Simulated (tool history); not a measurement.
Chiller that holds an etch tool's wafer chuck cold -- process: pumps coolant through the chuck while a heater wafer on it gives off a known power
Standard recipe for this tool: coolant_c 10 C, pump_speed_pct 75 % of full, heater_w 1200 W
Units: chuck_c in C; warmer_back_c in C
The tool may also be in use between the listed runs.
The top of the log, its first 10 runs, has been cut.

{"run": 11, "hour": 969.1, "coolant_c": 9, "pump_speed_pct": 75, "heater_w": 1200, "chuck_c": 19.24, "warmer_back_c": 6.01}
{"run": 12, "hour": 1028.9, "coolant_c": 9, "pump_speed_pct": 75, "heater_w": 1200, "chuck_c": 19.25, "warmer_back_c": 5.97}
{"run": 13, "hour": 1132.3, "coolant_c": 9, "pump_speed_pct": 75, "heater_w": 1200, "chuck_c": 19.31, "warmer_back_c": 6.04}
{"run": 14, "hour": 1273.8, "coolant_c": 10, "pump_speed_pct": 75, "heater_w": 1200, "chuck_c": 20.27, "warmer_back_c": 6.05}
{"run": 15, "hour": 1373.4, "coolant_c": 10, "pump_speed_pct": 75, "heater_w": 1200, "chuck_c": 20.42, "warmer_back_c": 5.99}
{"run": 16, "hour": 1487.3, "coolant_c": 10, "pump_speed_pct": 75, "heater_w": 1200, "chuck_c": 20.31, "warmer_back_c": 6.01}
{"run": 17, "hour": 1556.5, "coolant_c": 10, "pump_speed_pct": 95, "heater_w": 1541, "chuck_c": 21.08, "warmer_back_c": 5.97}
{"run": 18, "hour": 1659.6, "coolant_c": 10, "pump_speed_pct": 95, "heater_w": 1541, "chuck_c": 21.06, "warmer_back_c": 5.97}
{"run": 19, "hour": 1801.2, "coolant_c": 10, "pump_speed_pct": 95, "heater_w": 1068, "chuck_c": 17.7, "warmer_back_c": 4.23}
{"hour": 1872.4, "done": "chiller's thermometer calibrated"}
{"run": 20, "hour": 1892.8, "coolant_c": 10, "pump_speed_pct": 75, "heater_w": 805, "chuck_c": 16.93, "warmer_back_c": 4.18}
{"run": 21, "hour": 1953.2, "coolant_c": 15, "pump_speed_pct": 75, "heater_w": 1332, "chuck_c": 26.54, "warmer_back_c": 6.81}
{"run": 22, "hour": 2094.7, "coolant_c": 10, "pump_speed_pct": 75, "heater_w": 604, "chuck_c": 15.26, "warmer_back_c": 3.18}
{"run": 23, "hour": 2227.0, "coolant_c": 10, "pump_speed_pct": 75, "heater_w": 604, "chuck_c": 15.28, "warmer_back_c": 3.19}
{"run": 24, "hour": 2332.6, "coolant_c": 10, "pump_speed_pct": 75, "heater_w": 779, "chuck_c": 16.81, "warmer_back_c": 4.08}
{"run": 25, "hour": 2469.5, "coolant_c": 6, "pump_speed_pct": 75, "heater_w": 791, "chuck_c": 12.79, "warmer_back_c": 4.12}
{"run": 26, "hour": 2598.4, "coolant_c": 12, "pump_speed_pct": 92, "heater_w": 930, "chuck_c": 18.89, "warmer_back_c": 3.99}
{"run": 27, "hour": 2722.5, "coolant_c": 16, "pump_speed_pct": 61, "heater_w": 615, "chuck_c": 22.07, "warmer_back_c": 4.09}
{"run": 28, "hour": 2832.2, "coolant_c": 8, "pump_speed_pct": 61, "heater_w": 684, "chuck_c": 14.94, "warmer_back_c": 4.49}
{"run": 29, "hour": 2959.4, "coolant_c": 19, "pump_speed_pct": 72, "heater_w": 1406, "chuck_c": 31.47, "warmer_back_c": 7.57}
{"run": 30, "hour": 3058.4, "coolant_c": 10, "pump_speed_pct": 89, "heater_w": 1443, "chuck_c": 20.86, "warmer_back_c": 6.21}
{"run": 31, "hour": 3158.5, "coolant_c": 9, "pump_speed_pct": 76, "heater_w": 769, "chuck_c": 15.51, "warmer_back_c": 4.06}
{"run": 32, "hour": 3292.5, "coolant_c": 17, "pump_speed_pct": 76, "heater_w": 1688, "chuck_c": 31.45, "warmer_back_c": 8.46}

Forecast each of these 4 alternatives for the next run:
{"run": "A", "hour": 3379.6, "coolant_c": 6, "pump_speed_pct": 76, "heater_w": 1498, "chuck_c": "?", "warmer_back_c": "?"}
{"run": "B", "hour": 3379.6, "coolant_c": 14, "pump_speed_pct": 76, "heater_w": 816, "chuck_c": "?", "warmer_back_c": "?"}
{"run": "C", "hour": 3379.6, "coolant_c": 10, "pump_speed_pct": 75, "heater_w": 853, "chuck_c": "?", "warmer_back_c": "?"}
{"run": "D", "hour": 3379.6, "coolant_c": 3, "pump_speed_pct": 83, "heater_w": 1051, "chuck_c": "?", "warmer_back_c": "?"}

run=A chuck_c=18.82 warmer_back_c=7.69
run=B chuck_c=20.88 warmer_back_c=4.34
run=C chuck_c=17.41 warmer_back_c=4.54
run=D chuck_c=11.42 warmer_back_c=4.98
The same runs, with their run-to-run variation unchanged, on a tool lacking any hidden condition would have given:
run=A chuck_c=18.8 warmer_back_c=7.33
run=B chuck_c=20.87 warmer_back_c=3.98
run=C chuck_c=17.4 warmer_back_c=4.18
run=D chuck_c=11.4 warmer_back_c=4.62
